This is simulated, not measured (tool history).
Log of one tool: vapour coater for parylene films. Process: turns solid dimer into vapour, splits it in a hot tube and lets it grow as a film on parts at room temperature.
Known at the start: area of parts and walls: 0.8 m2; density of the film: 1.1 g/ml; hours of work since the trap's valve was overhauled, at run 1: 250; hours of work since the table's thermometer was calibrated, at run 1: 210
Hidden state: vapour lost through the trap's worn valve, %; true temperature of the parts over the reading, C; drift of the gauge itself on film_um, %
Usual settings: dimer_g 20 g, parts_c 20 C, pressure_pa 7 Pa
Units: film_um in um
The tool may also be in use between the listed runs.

run	hour	dimer_g	parts_c	pressure_pa	hours of work since the trap's valve was overhauled	hours of work since the table's thermometer was calibrated	film_um
1	0	20	20	7	250	210	13.28
2	24	20	20	7	260	220	13.25
3	54.9	20	20	7	274	234	13.26
4	82.5	20	20	7	286	246	13.25
5	98.3	20	20	7	292	252	13.24
6	120.2	20	20	7	302	262	13.14
7	138.4	20	20	7	309	269	13.21
8	160.8	20	20	7	319	279	13.1
9	175.8	20	20	7	326	286	13.09
10	206.8	20	28	7	339	299	10.5
11	227.6	20	28	7	348	308	10.38
12	258.2	20	28	7	361	321	10.46
13	275.3	20	20	5.06	368	328	13.88
14	302.7	20	19	7	380	340	13.41
15	325.9	20	20	7	390	350	13.13
16	346	20	20	7	399	359	13.03
17	365.3	20	20	7	407	367	13.02
18	391.4	20	20	7	418	378	13.08
19	406.1	8	20	7	424	384	5.19
20	432.6	10	19	4.99	436	396	7.11
21	457.2	10	19	4.99	446	406	7.08
22	472.9	29	13	4.04	453	413	25.56
23	487.3	18	20	9.69	459	419	10.96
24	503.9	20	22	6.12	466	426	12.54
25	520.5	18	20	10.21	474	434	10.86
26	549.3	18	20	10.21	486	446	10.75
27	570	18	20	10.21	495	455	10.8
28	590.1	13	23	3.09	503	463	8.96
29	610.1	9	31	5.58	512	472	4.41
30	639.9	33	20	5.58	525	485	22.12
31	655	22	26	7	531	491	11.87
# hour 683.6: trap's valve overhauled
32	689.7	27	26	8.97	3	504	15.1
33	710.2	18	26	2.31	11	513	12.91
34	731.6	18	26	2.31	21	522	12.98
35	751.7	18	26	2.31	29	531	12.91

Measured less the same run without the tool's hidden state. The same run-to-run variation is in both; the gauge's scatter may not be:
run	film_um
1	-0.48
2	-0.49
3	-0.51
4	-0.53
5	-0.54
6	-0.55
7	-0.57
8	-0.58
9	-0.59
10	-0.49
11	-0.5
12	-0.52
13	-0.71
14	-0.7
15	-0.71
16	-0.71
17	-0.73
18	-0.75
19	-0.3
20	-0.43
21	-0.43
22	-1.58
23	-0.69
24	-0.8
25	-0.7
26	-0.72
27	-0.73
28	-0.62
29	-0.31
30	-1.6
31	-0.87
32	+0.05
33	+0.03
34	+0.01
35	+0.01
